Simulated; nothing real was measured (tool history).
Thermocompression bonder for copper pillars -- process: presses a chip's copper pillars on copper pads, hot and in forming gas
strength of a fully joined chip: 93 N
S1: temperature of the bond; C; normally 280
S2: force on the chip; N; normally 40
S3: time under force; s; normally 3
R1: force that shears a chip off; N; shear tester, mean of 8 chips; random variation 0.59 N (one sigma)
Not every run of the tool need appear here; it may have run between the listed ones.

run 1 hour=0 | S1=280 S2=40 S3=3 | R1=59.6
run 2 hour=9.1 | S1=280 S2=40 S3=3 | R1=60.3
run 3 hour=17.7 | S1=280 S2=40 S3=3 | R1=60.3
run 4 hour=23.4 | S1=280 S2=26 S3=3 | R1=50.1
run 5 hour=28.2 | S1=280 S2=40 S3=6 | R1=72.4
run 6 hour=37.5 | S1=251 S2=40 S3=3 | R1=43.6
run 7 hour=45.6 | S1=251 S2=40 S3=3 | R1=44.1
run 8 hour=50.2 | S1=251 S2=40 S3=3 | R1=44.2
run 9 hour=58.1 | S1=280 S2=29 S3=3 | R1=52.2
run 10 hour=67.8 | S1=280 S2=40 S3=3 | R1=59.8
run 11 hour=75.5 | S1=280 S2=40 S3=3 | R1=59.3
run 12 hour=83.7 | S1=280 S2=40 S3=3 | R1=59.7
run 13 hour=91.3 | S1=280 S2=40 S3=3 | R1=59
run 14 hour=97.4 | S1=280 S2=40 S3=3 | R1=59.6
run 15 hour=106.6 | S1=280 S2=40 S3=3 | R1=59.7
run 16 hour=116.3 | S1=280 S2=28 S3=3 | R1=52.4
run 17 hour=124.5 | S1=261 S2=40 S3=3 | R1=49.7
run 18 hour=128.8 | S1=280 S2=40 S3=7 | R1=72.7
run 19 hour=134 | S1=280 S2=40 S3=7 | R1=72.8
run 20 hour=141.5 | S1=280 S2=29 S3=3 | R1=53
run 21 hour=146.8 | S1=261 S2=50 S3=3 | R1=53.6
run 22 hour=151.5 | S1=255 S2=50 S3=7 | R1=63.3
run 23 hour=155.5 | S1=255 S2=50 S3=7 | R1=64
run 24 hour=161.7 | S1=255 S2=50 S3=7 | R1=63.4
run 25 hour=166.2 | S1=281 S2=34 S3=7 | R1=69.8
run 26 hour=174.4 | S1=300 S2=60 S3=3 | R1=76.3
run 27 hour=180.8 | S1=268 S2=50 S3=2 | R1=52.2
run 28 hour=187.1 | S1=268 S2=50 S3=8 | R1=72.9
run 29 hour=195.2 | S1=300 S2=25 S3=8 | R1=73.8
run 30 hour=202.9 | S1=300 S2=25 S3=8 | R1=72.8
run 31 hour=209.9 | S1=280 S2=42 S3=4 | R1=64.9
run 32 hour=218.9 | S1=309 S2=40 S3=3 | R1=71.9
run 33 hour=223.8 | S1=309 S2=40 S3=3 | R1=72.8
run 34 hour=228.8 | S1=309 S2=36 S3=3 | R1=70.3
run 35 hour=234.3 | S1=289 S2=26 S3=3 | R1=55
run 36 hour=243.7 | S1=260 S2=46 S3=2 | R1=44.7
run 37 hour=251.7 | S1=264 S2=58 S3=2 | R1=51.1
run 38 hour=258 | S1=264 S2=50 S3=4 | R1=58.7
run 39 hour=267 | S1=280 S2=52 S3=3 | R1=63.3
run 40 hour=272.6 | S1=280 S2=52 S3=3 | R1=63.6

Measured minus without-hidden-state, run by run (identical run-to-run variation in each term; gauge scatter may differ):
The hidden state here: true temperature of the bond over the reading, C; force that reaches the chip, % of what is set; oxide that the forming gas leaves, % of the face; drift of the gauge itself on shear_n, %.
run=1 R1=+0.3
run=2 R1=+0.2
run=3 R1=+0.2
run=4 R1=+0.3
run=5 R1=-0.2
run=6 R1=+0.6
run=7 R1=+0.6
run=8 R1=+0.6
run=9 R1=+0.1
run=10 R1=-0.1
run=11 R1=-0.1
run=12 R1=-0.1
run=13 R1=-0.2
run=14 R1=-0.2
run=15 R1=-0.3
run=16 R1=+0
run=17 R1=+0.2
run=18 R1=-1
run=19 R1=-1
run=20 R1=-0.2
run=21 R1=+0
run=22 R1=-0.4
run=23 R1=-0.4
run=24 R1=-0.4
run=25 R1=-1
run=26 R1=-1.8
run=27 R1=-0.1
run=28 R1=-1.3
run=29 R1=-1.8
run=30 R1=-1.8
run=31 R1=-1.1
run=32 R1=-1.9
run=33 R1=-2
run=34 R1=-1.8
run=35 R1=-0.8
run=36 R1=+0
run=37 R1=-0.3
run=38 R1=-0.8
run=39 R1=-1.3
run=40 R1=-1.3

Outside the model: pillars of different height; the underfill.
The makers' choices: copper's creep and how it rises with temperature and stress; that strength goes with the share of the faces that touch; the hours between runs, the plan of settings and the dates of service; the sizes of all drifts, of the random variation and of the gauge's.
